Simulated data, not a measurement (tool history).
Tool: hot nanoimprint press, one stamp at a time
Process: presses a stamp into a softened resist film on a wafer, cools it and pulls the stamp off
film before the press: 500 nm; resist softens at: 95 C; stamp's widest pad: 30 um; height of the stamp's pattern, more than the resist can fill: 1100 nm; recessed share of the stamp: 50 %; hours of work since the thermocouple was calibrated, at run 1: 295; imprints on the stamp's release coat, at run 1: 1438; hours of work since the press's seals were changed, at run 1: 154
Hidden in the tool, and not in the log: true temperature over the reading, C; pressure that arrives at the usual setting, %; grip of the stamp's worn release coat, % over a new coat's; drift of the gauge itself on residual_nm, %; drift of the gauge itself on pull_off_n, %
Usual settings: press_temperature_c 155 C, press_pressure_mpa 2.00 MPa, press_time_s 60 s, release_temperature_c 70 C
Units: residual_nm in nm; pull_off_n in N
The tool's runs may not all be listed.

run    hour  press_temperature_c  press_pressure_mpa  press_time_s  release_temperature_c  hours of work since the thermocouple was calibrated  imprints on the stamp's release coat  hours of work since the press's seals were changed  residual_nm  pull_off_n
  1     0.0                  155                2.00            60                     70                                                  295                                  1438                                                 154        229.5         235
  2    44.9                  155                2.00            60                     70                                                  330                                  1701                                                 189        230.9         235
       70.9  -- plate thermocouple calibrated
       94.3  -- stamp cleaned and given a new release coat
  3   115.8                  155                2.00            60                     70                                                   30                                   125                                                 237        229.5         230
  4   174.3                  155                2.00            60                     70                                                   76                                   468                                                 283        229.1         227
  5   239.9                  155                2.00            60                     70                                                  128                                   853                                                 335        231.2         231
  6   310.4                  155                2.00            60                     70                                                  183                                  1266                                                 390        230.6         244
  7   401.9                  155                2.00            60                     70                                                  255                                  1802                                                 462        232.1         229
      425.9  -- stamp cleaned and given a new release coat
  8   455.1                  155                2.00            60                     70                                                  292                                   171                                                 498        232.1         241
      531.4  -- plate thermocouple calibrated
  9   538.2                  155                2.00            60                     70                                                    5                                   640                                                 561        230.3         234
 10   616.5                  155                2.00           111                     70                                                   67                                  1099                                                 623        179.9         231
 11   687.2                  155                2.00           111                     70                                                  122                                  1514                                                 678        179.2         241
      766.2  -- stamp cleaned and given a new release coat
 12   774.2                  155                2.00            60                     73                                                  186                                    46                                                 742        231.6         218
 13   857.6                  155                2.00            60                     73                                                  251                                   535                                                 807        229.4         219
 14   936.0                  155                2.00            60                     73                                                  312                                   995                                                 868        228.6         217
      988.4  -- plate thermocouple calibrated
     1014.6  -- press's hydraulic seals changed and the load cell set to zero
 15  1039.6                  155                1.22            60                     70                                                   34                                  1537                                                  20        285.0         239

The next listed run, before its measurement:
 16  1099.1                  165                1.46            60                     70                                                   80                                  1886                                                  66            ?           ?

residual_nm: 160.4 nm
pull_off_n: 235 N
Without the tool's hidden state the same run would have given residual_nm 160.3 nm, pull_off_n 233 N.

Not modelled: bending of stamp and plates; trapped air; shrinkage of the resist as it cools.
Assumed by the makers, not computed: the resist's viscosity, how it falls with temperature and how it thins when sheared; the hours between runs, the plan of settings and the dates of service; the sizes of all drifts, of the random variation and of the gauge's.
